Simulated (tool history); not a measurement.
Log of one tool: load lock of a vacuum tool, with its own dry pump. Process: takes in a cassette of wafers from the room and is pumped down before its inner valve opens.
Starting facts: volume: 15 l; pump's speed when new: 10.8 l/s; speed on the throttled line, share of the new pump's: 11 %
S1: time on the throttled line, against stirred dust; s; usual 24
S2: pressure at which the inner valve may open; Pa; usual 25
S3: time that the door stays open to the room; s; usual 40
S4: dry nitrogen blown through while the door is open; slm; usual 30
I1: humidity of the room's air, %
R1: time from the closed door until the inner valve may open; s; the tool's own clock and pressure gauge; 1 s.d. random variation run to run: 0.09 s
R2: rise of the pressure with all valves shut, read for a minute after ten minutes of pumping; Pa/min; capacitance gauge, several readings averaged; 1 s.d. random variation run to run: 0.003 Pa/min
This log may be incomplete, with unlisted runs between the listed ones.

{"run": 1, "hour": 0.0, "S1": 24, "S2": 25, "S3": 40, "S4": 30, "I1": 42.3, "R1": 33.61, "R2": 0.037}
{"run": 2, "hour": 411.0, "S1": 24, "S2": 25, "S3": 40, "S4": 30, "I1": 47.2, "R1": 33.8, "R2": 0.043}
{"run": 3, "hour": 583.4, "S1": 24, "S2": 25, "S3": 40, "S4": 30, "I1": 45.2, "R1": 33.88, "R2": 0.048}
{"run": 4, "hour": 803.0, "S1": 24, "S2": 25, "S3": 40, "S4": 30, "I1": 46.7, "R1": 33.98, "R2": 0.045}
{"run": 5, "hour": 1070.8, "S1": 46, "S2": 25, "S3": 40, "S4": 30, "I1": 45.7, "R1": 53.35, "R2": 0.053}
{"run": 6, "hour": 1361.1, "S1": 24, "S2": 25, "S3": 40, "S4": 30, "I1": 45.5, "R1": 33.85, "R2": 0.055}
{"run": 7, "hour": 1563.9, "S1": 24, "S2": 25, "S3": 40, "S4": 12, "I1": 48.3, "R1": 34.14, "R2": 0.074}
{"run": 8, "hour": 1925.0, "S1": 24, "S2": 25, "S3": 40, "S4": 12, "I1": 43.6, "R1": 34.04, "R2": 0.072}
{"run": 9, "hour": 2127.0, "S1": 24, "S2": 49, "S3": 40, "S4": 22, "I1": 45.7, "R1": 32.92, "R2": 0.073}
{"run": 10, "hour": 2493.3, "S1": 12, "S2": 35, "S3": 85, "S4": 30, "I1": 46.2, "R1": 23.11, "R2": 0.086}
{"run": 11, "hour": 2911.9, "S1": 12, "S2": 35, "S3": 85, "S4": 30, "I1": 46.6, "R1": 23.22, "R2": 0.087}
{"run": 12, "hour": 3317.4, "S1": 35, "S2": 36, "S3": 112, "S4": 6, "I1": 48.3, "R1": 43.05, "R2": 0.13}
{"run": 13, "hour": 3584.2, "S1": 35, "S2": 39, "S3": 57, "S4": 30, "I1": 45, "R1": 43.01, "R2": 0.092}
{"run": 14, "hour": 3797.5, "S1": 24, "S2": 47, "S3": 84, "S4": 30, "I1": 45.1, "R1": 33.25, "R2": 0.101}

Here are 3 independent what-if runs from the current tool condition. What would each one return?
{"run": "A", "hour": 4051.6, "S1": 26, "S2": 25, "S3": 40, "S4": 19, "I1": 43.7, "R1": "?", "R2": "?"}
{"run": "B", "hour": 4051.6, "S1": 24, "S2": 25, "S3": 84, "S4": 30, "I1": 42.8, "R1": "?", "R2": "?"}
{"run": "C", "hour": 4051.6, "S1": 24, "S2": 25, "S3": 40, "S4": 9, "I1": 45.4, "R1": "?", "R2": "?"}

run=A R1=36.21 R2=0.111
run=B R1=34.42 R2=0.108
run=C R1=34.43 R2=0.113
Had the tool no hidden state, the same runs would have come out as:
run=A R1=34.77 R2=0.029
run=B R1=32.94 R2=0.026
run=C R1=32.95 R2=0.032
